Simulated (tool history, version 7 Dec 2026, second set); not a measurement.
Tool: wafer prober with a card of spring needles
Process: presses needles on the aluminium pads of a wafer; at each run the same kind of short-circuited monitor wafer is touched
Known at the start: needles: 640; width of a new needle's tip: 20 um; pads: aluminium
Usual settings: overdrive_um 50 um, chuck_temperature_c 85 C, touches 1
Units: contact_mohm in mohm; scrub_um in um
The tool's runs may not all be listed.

run	hour	overdrive_um	chuck_temperature_c	touches	contact_mohm	scrub_um
1	0.0	50	85	1	172	12.57
# hour 10.7: tips cleaned on abrasive film
2	25.2	50	85	1	170	12.52
# hour 29.5: tips cleaned on abrasive film
# hour 47.6: tips cleaned on abrasive film
3	48.6	48	85	1	172	11.96
4	64.0	48	85	1	175	11.98
# hour 65.8: tips cleaned on abrasive film
# hour 83.9: tips cleaned on abrasive film
5	87.0	48	85	1	174	11.95
6	97.5	50	85	1	171	12.42
# hour 102.0: tips cleaned on abrasive film
# hour 120.0: tips cleaned on abrasive film
7	121.6	50	85	1	171	12.42
8	136.6	50	85	1	169	12.38
# hour 138.4: tips cleaned on abrasive film
9	154.6	50	84	1	171	12.40
# hour 157.5: tips cleaned on abrasive film
10	173.2	50	38	1	161	12.37
# hour 176.0: tips cleaned on abrasive film
11	186.3	50	38	1	158	12.34
# hour 194.7: tips cleaned on abrasive film
12	200.3	50	38	1	158	12.34
# hour 212.9: tips cleaned on abrasive film
13	222.0	50	123	1	181	12.32
# hour 230.9: tips cleaned on abrasive film
# hour 233.2: height of the first contact set anew
14	233.9	50	123	1	180	12.28
15	247.4	50	123	1	182	12.27
# hour 249.8: tips cleaned on abrasive film
16	261.0	50	46	1	161	12.26
# hour 269.2: tips cleaned on abrasive film
17	278.6	50	85	2	171	12.24
# hour 288.0: tips cleaned on abrasive film
18	299.1	47	46	2	166	11.49
# hour 306.8: tips cleaned on abrasive film
# hour 311.7: gauge calibrated
19	314.9	47	46	2	165	11.79
# hour 326.2: tips cleaned on abrasive film
20	338.6	61	46	2	150	15.22
# hour 345.6: tips cleaned on abrasive film
21	358.2	44	85	1	178	11.00
# hour 364.4: tips cleaned on abrasive film
22	374.0	44	43	2	170	10.99

Forecast run 23:
# hour 382.2: tips cleaned on abrasive film
23	397.6	42	30	1	?	?

{"run 23": {"contact_mohm": 167, "scrub_um": 10.47}}
Without the tool's hidden state the same run would have given contact_mohm 167 mohm, scrub_um 10.55 um.
